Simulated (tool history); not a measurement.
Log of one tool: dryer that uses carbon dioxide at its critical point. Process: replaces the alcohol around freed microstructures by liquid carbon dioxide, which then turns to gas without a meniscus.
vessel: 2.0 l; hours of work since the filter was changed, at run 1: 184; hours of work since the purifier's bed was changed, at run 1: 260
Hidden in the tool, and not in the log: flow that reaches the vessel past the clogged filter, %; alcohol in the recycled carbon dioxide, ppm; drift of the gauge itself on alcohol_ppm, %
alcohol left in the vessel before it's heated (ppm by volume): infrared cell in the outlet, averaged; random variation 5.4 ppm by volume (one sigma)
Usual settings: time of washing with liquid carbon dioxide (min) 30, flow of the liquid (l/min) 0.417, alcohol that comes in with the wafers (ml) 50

| run | hour | time of washing with liquid carbon dioxide (min) | flow of the liquid (l/min) | alcohol that comes in with the wafers (ml) | hours of work since the filter was changed | hours of work since the purifier's bed was changed | alcohol left in the vessel before it's heated (ppm by volume) |
|---|---|---|---|---|---|---|---|
| 1 | 0.0 | 30 | 0.417 | 50 | 184 | 260 | 368 |
| 2 | 15.2 | 30 | 0.417 | 50 | 191 | 266 | 370 |
| 3 | 39.0 | 30 | 0.417 | 50 | 200 | 275 | 384 |
| 4 | 55.4 | 30 | 0.417 | 50 | 207 | 282 | 410 |
| 5 | 78.0 | 30 | 0.417 | 50 | 216 | 291 | 413 |
| 6 | 92.6 | 30 | 0.417 | 50 | 222 | 297 | 431 |
|  | 97.4 | inlet filter changed |
| 7 | 112.0 | 30 | 0.417 | 50 | 6 | 305 | 234 |
| 8 | 129.0 | 30 | 0.417 | 106 | 13 | 311 | 411 |
| 9 | 148.0 | 30 | 0.417 | 106 | 21 | 319 | 413 |
| 10 | 167.9 | 30 | 0.417 | 50 | 29 | 327 | 262 |
| 11 | 188.9 | 34 | 0.417 | 50 | 37 | 336 | 180 |
| 12 | 205.7 | 34 | 0.417 | 50 | 44 | 342 | 204 |
| 13 | 216.0 | 30 | 0.417 | 50 | 48 | 347 | 267 |
| 14 | 226.9 | 30 | 0.417 | 50 | 52 | 351 | 279 |
| 15 | 243.9 | 30 | 0.411 | 50 | 59 | 358 | 305 |
| 16 | 256.1 | 30 | 0.411 | 50 | 64 | 363 | 305 |
| 17 | 271.9 | 30 | 0.411 | 50 | 71 | 369 | 316 |
| 18 | 288.0 | 30 | 0.411 | 50 | 77 | 376 | 320 |
| 19 | 300.4 | 30 | 0.411 | 50 | 82 | 381 | 323 |
| 20 | 311.5 | 30 | 0.483 | 50 | 87 | 385 | 214 |
| 21 | 332.5 | 30 | 0.483 | 50 | 95 | 394 | 219 |
| 22 | 353.1 | 30 | 0.417 | 50 | 103 | 402 | 340 |
| 23 | 365.1 | 47 | 0.417 | 50 | 108 | 407 | 151 |
| 24 | 384.9 | 30 | 0.306 | 50 | 116 | 415 | 875 |
| 25 | 397.3 | 21 | 0.332 | 48 | 121 | 420 | 1849 |
| 26 | 413.0 | 24 | 0.387 | 50 | 128 | 426 | 904 |
| 27 | 423.6 | 24 | 0.387 | 50 | 132 | 431 | 920 |
| 28 | 445.1 | 34 | 0.560 | 38 | 141 | 439 | 158 |
| 29 | 459.3 | 30 | 0.424 | 36 | 146 | 445 | 291 |
| 30 | 480.3 | 30 | 0.536 | 36 | 155 | 454 | 200 |
| 31 | 495.6 | 24 | 0.311 | 55 | 161 | 460 | 1931 |
| 32 | 509.5 | 30 | 0.398 | 101 | 167 | 465 | 821 |
| 33 | 526.3 | 37 | 0.436 | 97 | 174 | 472 | 285 |
| 34 | 543.3 | 35 | 0.548 | 107 | 180 | 479 | 204 |
| 35 | 562.6 | 30 | 0.295 | 50 | 188 | 487 | 1239 |
| 36 | 580.9 | 30 | 0.295 | 50 | 196 | 494 | 1242 |
| 37 | 598.6 | 46 | 0.656 | 50 | 203 | 501 | 157 |
| 38 | 612.1 | 19 | 0.273 | 68 | 208 | 507 | 5788 |
| 39 | 633.6 | 37 | 0.635 | 50 | 217 | 516 | 179 |
|  | 650.6 | inlet filter changed |
| 40 | 650.6 | 38 | 0.663 | 74 | 0 | 522 | 161 |
| 41 | 671.8 | 45 | 0.357 | 53 | 9 | 531 | 209 |
| 42 | 683.1 | 37 | 0.520 | 50 | 13 | 535 | 181 |
| 43 | 693.1 | 46 | 0.627 | 23 | 17 | 539 | 174 |
| 44 | 715.1 | 23 | 0.476 | 23 | 26 | 548 | 305 |
| 45 | 735.2 | 35 | 0.417 | 91 | 34 | 556 | 297 |
| 46 | 745.5 | 18 | 0.481 | 91 | 38 | 560 | 1544 |
| 47 | 766.8 | 18 | 0.481 | 91 | 47 | 569 | 1608 |

Forecast each of these 3 alternatives for the next run:
| A | 779.5 | 30 | 0.398 | 50 | 52 | 574 | ? |
| B | 779.5 | 37 | 0.601 | 30 | 52 | 574 | ? |
| C | 779.5 | 30 | 0.380 | 24 | 52 | 574 | ? |

| run | alcohol left in the vessel before it's heated (ppm by volume) |
|---|---|
| A | 391 |
| B | 194 |
| C | 308 |
Without the tool's hidden state the same runs would have given:
| run | alcohol left in the vessel before it's heated (ppm by volume) |
|---|---|
| A | 175 |
| B | 17 |
| C | 109 |
